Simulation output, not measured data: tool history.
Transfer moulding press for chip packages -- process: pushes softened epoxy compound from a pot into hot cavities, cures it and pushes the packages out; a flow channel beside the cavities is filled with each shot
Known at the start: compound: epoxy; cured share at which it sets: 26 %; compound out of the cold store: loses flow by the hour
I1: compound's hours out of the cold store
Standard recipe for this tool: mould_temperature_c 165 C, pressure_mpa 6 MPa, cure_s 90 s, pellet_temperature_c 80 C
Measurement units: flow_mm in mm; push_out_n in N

run 1 day=0 | mould_temperature_c=165 pressure_mpa=6 cure_s=90 pellet_temperature_c=80 | I1=44.3 | flow_mm=596 push_out_n=461
run 2 day=0.371 | mould_temperature_c=165 pressure_mpa=6 cure_s=90 pellet_temperature_c=87 | I1=45.1 | flow_mm=591 push_out_n=534
run 3 day=0.921 | mould_temperature_c=172 pressure_mpa=6 cure_s=90 pellet_temperature_c=87 | I1=30.1 | flow_mm=626 push_out_n=506
run 4 day=1.371 | mould_temperature_c=169 pressure_mpa=6 cure_s=90 pellet_temperature_c=80 | I1=8.2 | flow_mm=714 push_out_n=617
run 5 day=1.75 | mould_temperature_c=169 pressure_mpa=6 cure_s=90 pellet_temperature_c=80 | I1=43.3 | flow_mm=594 push_out_n=632
run 6 day=2.05 | mould_temperature_c=165 pressure_mpa=6 cure_s=109 pellet_temperature_c=80 | I1=23.2 | flow_mm=670 push_out_n=609
-- day=2.496 cavities cleaned with cleaning compound and waxed
run 7 day=2.633 | mould_temperature_c=165 pressure_mpa=6 cure_s=94 pellet_temperature_c=80 | I1=8.7 | flow_mm=722 push_out_n=457
run 8 day=3.033 | mould_temperature_c=165 pressure_mpa=6 cure_s=94 pellet_temperature_c=86 | I1=12.8 | flow_mm=704 push_out_n=548
run 9 day=3.379 | mould_temperature_c=165 pressure_mpa=6 cure_s=90 pellet_temperature_c=80 | I1=29.1 | flow_mm=640 push_out_n=646
-- day=3.812 plunger's sealing rings changed
run 10 day=3.879 | mould_temperature_c=165 pressure_mpa=6 cure_s=90 pellet_temperature_c=80 | I1=31.2 | flow_mm=656 push_out_n=696
run 11 day=4.304 | mould_temperature_c=165 pressure_mpa=6 cure_s=90 pellet_temperature_c=80 | I1=14.2 | flow_mm=718 push_out_n=763
run 12 day=4.825 | mould_temperature_c=165 pressure_mpa=6 cure_s=90 pellet_temperature_c=80 | I1=37 | flow_mm=633 push_out_n=767
-- day=5.204 cavities cleaned with cleaning compound and waxed
run 13 day=5.208 | mould_temperature_c=165 pressure_mpa=6.26 cure_s=90 pellet_temperature_c=80 | I1=17.4 | flow_mm=723 push_out_n=477
run 14 day=5.471 | mould_temperature_c=165 pressure_mpa=4.54 cure_s=90 pellet_temperature_c=80 | I1=23.8 | flow_mm=597 push_out_n=551
run 15 day=5.746 | mould_temperature_c=165 pressure_mpa=4.54 cure_s=90 pellet_temperature_c=80 | I1=25.2 | flow_mm=590 push_out_n=590
run 16 day=6.204 | mould_temperature_c=167 pressure_mpa=4.81 cure_s=90 pellet_temperature_c=80 | I1=27.1 | flow_mm=594 push_out_n=616
run 17 day=6.596 | mould_temperature_c=167 pressure_mpa=4.81 cure_s=79 pellet_temperature_c=80 | I1=44.7 | flow_mm=541 push_out_n=785
run 18 day=7.029 | mould_temperature_c=167 pressure_mpa=4.81 cure_s=79 pellet_temperature_c=80 | I1=26.8 | flow_mm=595 push_out_n=884
run 19 day=7.392 | mould_temperature_c=167 pressure_mpa=4.81 cure_s=79 pellet_temperature_c=80 | I1=42.7 | flow_mm=549 push_out_n=915
-- day=7.8 cavities cleaned with cleaning compound and waxed
run 20 day=7.8 | mould_temperature_c=165 pressure_mpa=5.63 cure_s=90 pellet_temperature_c=80 | I1=13.8 | flow_mm=697 push_out_n=472
run 21 day=8.117 | mould_temperature_c=165 pressure_mpa=5.63 cure_s=90 pellet_temperature_c=80 | I1=38.2 | flow_mm=607 push_out_n=539
run 22 day=8.621 | mould_temperature_c=170 pressure_mpa=6 cure_s=90 pellet_temperature_c=80 | I1=8.8 | flow_mm=723 push_out_n=536
run 23 day=8.967 | mould_temperature_c=169 pressure_mpa=6 cure_s=80 pellet_temperature_c=76 | I1=25.4 | flow_mm=667 push_out_n=693
run 24 day=9.429 | mould_temperature_c=173 pressure_mpa=5.56 cure_s=80 pellet_temperature_c=79 | I1=23.5 | flow_mm=638 push_out_n=623
run 25 day=9.846 | mould_temperature_c=171 pressure_mpa=4.59 cure_s=85 pellet_temperature_c=80 | I1=45.5 | flow_mm=512 push_out_n=633
-- day=10.371 cavities cleaned with cleaning compound and waxed
run 26 day=10.492 | mould_temperature_c=165 pressure_mpa=6 cure_s=81 pellet_temperature_c=78 | I1=17.2 | flow_mm=697 push_out_n=642
run 27 day=10.988 | mould_temperature_c=165 pressure_mpa=6 cure_s=81 pellet_temperature_c=78 | I1=34.2 | flow_mm=632 push_out_n=739
run 28 day=11.246 | mould_temperature_c=165 pressure_mpa=6 cure_s=98 pellet_temperature_c=80 | I1=14.6 | flow_mm=708 push_out_n=575
run 29 day=11.538 | mould_temperature_c=165 pressure_mpa=6 cure_s=98 pellet_temperature_c=80 | I1=21.1 | flow_mm=685 push_out_n=627

Below, each run's measurement less what the same run would have read without the hidden state. Both values contain the same run-to-run variation, but the gauge's scatter may not be the same in both:
Hidden state present: true mould temperature over the reading, C; pressure that reaches the compound, % of what is set; grip of the stained cavities, % over clean ones'; drift of the gauge itself on flow_mm, %; drift of the gauge itself on push_out_n, %.
run=1 flow_mm=-16 push_out_n=+40
run=2 flow_mm=-16 push_out_n=+117
run=3 flow_mm=-19 push_out_n=+165
run=4 flow_mm=-21 push_out_n=+239
run=5 flow_mm=-18 push_out_n=+259
run=6 flow_mm=-21 push_out_n=+261
run=7 flow_mm=-23 push_out_n=+50
run=8 flow_mm=-23 push_out_n=+136
run=9 flow_mm=-21 push_out_n=+205
run=10 flow_mm=+0 push_out_n=+260
run=11 flow_mm=-1 push_out_n=+316
run=12 flow_mm=-1 push_out_n=+340
run=13 flow_mm=-2 push_out_n=+44
run=14 flow_mm=-1 push_out_n=+106
run=15 flow_mm=-2 push_out_n=+161
run=16 flow_mm=-2 push_out_n=+217
run=17 flow_mm=-3 push_out_n=+313
run=18 flow_mm=-4 push_out_n=+381
run=19 flow_mm=-4 push_out_n=+412
run=20 flow_mm=-5 push_out_n=+23
run=21 flow_mm=-5 push_out_n=+98
run=22 flow_mm=-7 push_out_n=+163
run=23 flow_mm=-6 push_out_n=+254
run=24 flow_mm=-7 push_out_n=+252
run=25 flow_mm=-6 push_out_n=+270
run=26 flow_mm=-8 push_out_n=+79
run=27 flow_mm=-8 push_out_n=+203
run=28 flow_mm=-9 push_out_n=+184
run=29 flow_mm=-10 push_out_n=+227
